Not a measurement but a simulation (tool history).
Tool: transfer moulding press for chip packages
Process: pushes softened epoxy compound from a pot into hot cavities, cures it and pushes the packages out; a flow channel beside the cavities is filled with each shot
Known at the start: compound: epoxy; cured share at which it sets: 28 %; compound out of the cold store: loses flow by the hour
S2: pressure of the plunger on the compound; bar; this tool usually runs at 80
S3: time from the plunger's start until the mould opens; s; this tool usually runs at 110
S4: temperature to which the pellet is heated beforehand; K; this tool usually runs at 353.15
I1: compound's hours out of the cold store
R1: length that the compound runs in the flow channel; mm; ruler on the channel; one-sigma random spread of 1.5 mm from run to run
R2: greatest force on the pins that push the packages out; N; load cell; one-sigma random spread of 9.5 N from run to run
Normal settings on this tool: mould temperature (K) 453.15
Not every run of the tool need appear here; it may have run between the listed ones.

Run 1, hour 0: usual settings; I1 16.8. Result: R1 902 mm, R2 442 N.
At hour 51.4: cavities cleaned with cleaning compound and waxed.
Run 2, hour 51.4: usual settings; I1 17.7. Result: R1 896 mm, R2 418 N.
Run 3, hour 98.6: usual settings; I1 37.9. Result: R1 790 mm, R2 398 N.
At hour 157.8: cavities cleaned with cleaning compound and waxed.
Run 4, hour 158.6: usual settings; I1 36.6. Result: R1 795 mm, R2 410 N.
Run 5, hour 207: usual settings; I1 11.1. Result: R1 934 mm, R2 455 N.
Run 6, hour 256.3: usual settings but S2 95.7 bar; I1 40.1. Result: R1 850 mm, R2 399 N.
At hour 264.2: cavities cleaned with cleaning compound and waxed.
At hour 284.8: plunger's sealing rings changed.
Run 7, hour 311.6: usual settings but S3 117 s; I1 24.6. Result: R1 858 mm, R2 371 N.
Run 8, hour 364.3: usual settings but mould temperature (K) 449.15; I1 38.2. Result: R1 799 mm, R2 485 N.
At hour 372.2: cavities cleaned with cleaning compound and waxed.
Run 9, hour 412.8: usual settings but mould temperature (K) 449.15; I1 16.2. Result: R1 921 mm, R2 568 N.
Run 10, hour 461: usual settings but S2 64.7 bar; I1 47.5. Result: R1 668 mm, R2 394 N.
At hour 478.8: cavities cleaned with cleaning compound and waxed.
Run 11, hour 505: usual settings but S2 64.7 bar; I1 37.9. Result: R1 711 mm, R2 392 N.
Run 12, hour 557.5: usual settings but S2 64.7 bar; I1 38.1. Result: R1 707 mm, R2 412 N.
At hour 584.8: cavities cleaned with cleaning compound and waxed.
Run 13, hour 614.5: usual settings but S2 64.7 bar; I1 27.2. Result: R1 758 mm, R2 422 N.
Run 14, hour 681.2: usual settings but S2 64.7 bar; I1 26.1. Result: R1 761 mm, R2 422 N.
At hour 691.4: cavities cleaned with cleaning compound and waxed.
At hour 698.2: mould's thermocouples calibrated.
At hour 730.7: plunger's sealing rings changed.
Run 15, hour 756.7: usual settings but S2 64.7 bar; I1 27.4. Result: R1 756 mm, R2 415 N.
Run 16, hour 792.8: usual settings but mould temperature (K) 452.15, S2 75.9 bar, S3 141 s, S4 355.15 K; I1 20.3. Result: R1 863 mm, R2 331 N.
At hour 804: cavities cleaned with cleaning compound and waxed.
Run 17, hour 835.3: usual settings but mould temperature (K) 452.15, S2 75.9 bar, S3 141 s, S4 355.15 K; I1 40.8. Result: R1 755 mm, R2 317 N.
Run 18, hour 885.1: usual settings but mould temperature (K) 458.15, S2 90.7 bar, S3 111 s, S4 349.15 K; I1 8.5. Result: R1 996 mm, R2 355 N.
At hour 911: cavities cleaned with cleaning compound and waxed.
Run 19, hour 947: usual settings but mould temperature (K) 458.15, S2 90.7 bar, S3 111 s, S4 349.15 K; I1 24.5. Result: R1 894 mm, R2 347 N.
Run 20, hour 984.2: usual settings but mould temperature (K) 458.15, S2 90.7 bar, S3 111 s, S4 349.15 K; I1 37.5. Result: R1 827 mm, R2 346 N.
Run 21, hour 1012.5: usual settings but mould temperature (K) 458.15, S2 90.7 bar, S3 101 s, S4 363.15 K; I1 11.3. Result: R1 970 mm, R2 399 N.
At hour 1018.7: cavities cleaned with cleaning compound and waxed.
Run 22, hour 1057.9: usual settings but mould temperature (K) 458.15, S2 90.7 bar, S3 101 s, S4 363.15 K; I1 16.8. Result: R1 941 mm, R2 380 N.
Run 23, hour 1090: usual settings but mould temperature (K) 458.15, S2 90.7 bar, S3 101 s, S4 363.15 K; I1 29.1. Result: R1 871 mm, R2 359 N.
At hour 1124.6: cavities cleaned with cleaning compound and waxed.
Run 24, hour 1158.8: usual settings but mould temperature (K) 447.15, S2 90.7 bar, S3 101 s, S4 363.15 K; I1 30.4. Result: R1 903 mm, R2 741 N.
At hour 1172.1: plunger's sealing rings changed.
Run 25, hour 1225: usual settings but S2 85 bar, S3 103 s, S4 346.15 K; I1 15.1. Result: R1 938 mm, R2 510 N.
At hour 1235: cavities cleaned with cleaning compound and waxed.
Run 26, hour 1276.5: usual settings but mould temperature (K) 449.15, S2 74.3 bar, S4 350.15 K; I1 25.8. Result: R1 834 mm, R2 558 N.
Run 27, hour 1319.7: usual settings but mould temperature (K) 449.15, S2 74.3 bar, S4 350.15 K; I1 19.9. Result: R1 865 mm, R2 554 N.

Below, each run's measurement less what the same run would have read without the hidden state. Both values contain the same run-to-run variation, but the gauge's scatter may not be the same in both:
Hidden conditions of the tool in this case: true mould temperature over the reading, C; pressure that reaches the compound, % of what is set; grip of the stained cavities, % over clean ones'; drift of the gauge itself on flow_mm, %; drift of the gauge itself on push_out_n, %.
run   R2
  1   +7
  2   +0
  3   +6
  4   -1
  5   +5
  6   +7
  7   +4
  8   +8
  9   +6
 10   +7
 11   +3
 12   +7
 13   +4
 14   +7
 15   +6
 16   +6
 17   +3
 18   +6
 19   +3
 20   +6
 21   +8
 22   +4
 23   +6
 24   +7
 25   +9
 26   +6
 27  +10
R1: differs from the measured result by no more than 1 mm in any run.
